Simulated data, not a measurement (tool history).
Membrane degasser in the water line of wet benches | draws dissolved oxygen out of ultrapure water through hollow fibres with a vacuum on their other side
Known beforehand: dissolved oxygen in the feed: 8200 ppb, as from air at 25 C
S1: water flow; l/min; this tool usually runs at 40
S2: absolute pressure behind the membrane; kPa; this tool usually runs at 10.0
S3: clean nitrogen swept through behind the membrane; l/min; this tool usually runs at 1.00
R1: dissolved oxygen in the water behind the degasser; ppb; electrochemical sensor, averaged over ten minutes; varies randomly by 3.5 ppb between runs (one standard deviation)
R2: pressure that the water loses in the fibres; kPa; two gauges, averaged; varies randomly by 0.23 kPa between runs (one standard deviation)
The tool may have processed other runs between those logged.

run	hour	S1	S2	S3	R1	R2
1	0.0	40	10.0	1.00	520.9	59.00
2	157.1	40	10.0	1.00	521.6	59.06
3	429.6	40	10.0	1.00	523.4	59.22
4	721.7	40	6.7	1.00	276.2	59.28
5	945.7	40	6.7	1.00	281.9	59.77
6	1153.2	40	6.7	1.00	275.6	59.84
7	1418.7	40	6.7	1.00	274.4	59.44
8	1671.3	40	7.4	1.00	329.5	60.20
9	1914.6	40	7.4	1.00	327.8	60.19
10	2193.6	40	7.4	1.00	330.4	60.55
11	2330.0	40	7.4	1.00	329.1	60.93
12	2460.0	40	7.4	1.00	329.6	60.85
13	2725.4	40	7.4	1.00	328.3	59.18
14	2990.8	40	7.4	1.00	328.9	59.82
15	3260.3	61	7.4	1.00	452.9	90.96
16	3494.3	61	7.4	1.00	453.8	90.26
17	3737.3	53	11.6	0.83	889.9	79.02
18	3900.9	53	11.6	0.83	895.1	79.52
19	4127.8	40	7.2	1.61	213.4	59.87
20	4358.4	40	7.2	1.61	214.6	60.07
21	4619.7	25	6.7	1.43	137.6	37.36
22	4818.3	34	9.9	1.48	329.8	50.82
23	5115.8	40	17.0	1.00	1002.3	60.06
24	5389.2	39	15.4	0.61	1237.8	58.80
25	5532.0	39	15.4	1.66	593.9	59.10
26	5719.6	39	15.4	1.66	586.5	59.17
27	5867.5	46	8.4	1.66	303.4	69.89
28	6069.5	25	10.0	1.00	355.1	38.19
29	6344.2	50	10.0	1.00	615.0	76.46
30	6597.8	50	10.0	1.00	619.9	76.26
31	6896.9	40	10.5	1.00	554.1	61.00
32	7191.4	32	14.4	1.01	689.7	49.15

Removed from this log: 6 entries logged between the listed runs. Between which two listed runs does each belong, and how does the tool's hidden state at the listed run before it compare with that at the listed run after it?
Between runs 3 and 4: vacuum gauge calibrated (hour 497.2)
  true pressure behind the membrane over the reading, kPa: 0.01 -> 0; drift of the gauge itself on loss_of_pressure_kpa, %: 0.35 -> 0.58
  measured value less the no-hidden-state value, R2: +0.31 -> +0.45 kPa
Between runs 12 and 13: gauge calibrated (hour 2569.8); seals of the vacuum lines changed (hour 2649.7)
  membrane still open, %: 99.8 -> 99.7; air that leaks in behind the membrane, l/min: 0.0023 -> 0.002; drift of the gauge itself on loss_of_pressure_kpa, %: 1.98 -> 0.12
  measured value less the no-hidden-state value, R2: +1.33 -> +0.23 kPa
Between runs 15 and 16: membrane cartridge changed (hour 3494.3)
  membrane still open, %: 99.7 -> 100; drift of the gauge itself on loss_of_pressure_kpa, %: 0.55 -> 0.74
  measured value less the no-hidden-state value, R2: +0.75 -> +0.67 kPa
Between runs 18 and 19: vacuum gauge calibrated (hour 3991.3)
  true pressure behind the membrane over the reading, kPa: 0.01 -> 0; drift of the gauge itself on loss_of_pressure_kpa, %: 1.07 -> 1.25
  measured value less the no-hidden-state value, R2: +0.85 -> +0.75 kPa
Between runs 25 and 26: seals of the vacuum lines changed (hour 5665.0)
  air that leaks in behind the membrane, l/min: 0.0022 -> 0.0021; drift of the gauge itself on loss_of_pressure_kpa, %: 2.38 -> 2.53
  measured value less the no-hidden-state value, R2: +1.41 -> +1.50 kPa

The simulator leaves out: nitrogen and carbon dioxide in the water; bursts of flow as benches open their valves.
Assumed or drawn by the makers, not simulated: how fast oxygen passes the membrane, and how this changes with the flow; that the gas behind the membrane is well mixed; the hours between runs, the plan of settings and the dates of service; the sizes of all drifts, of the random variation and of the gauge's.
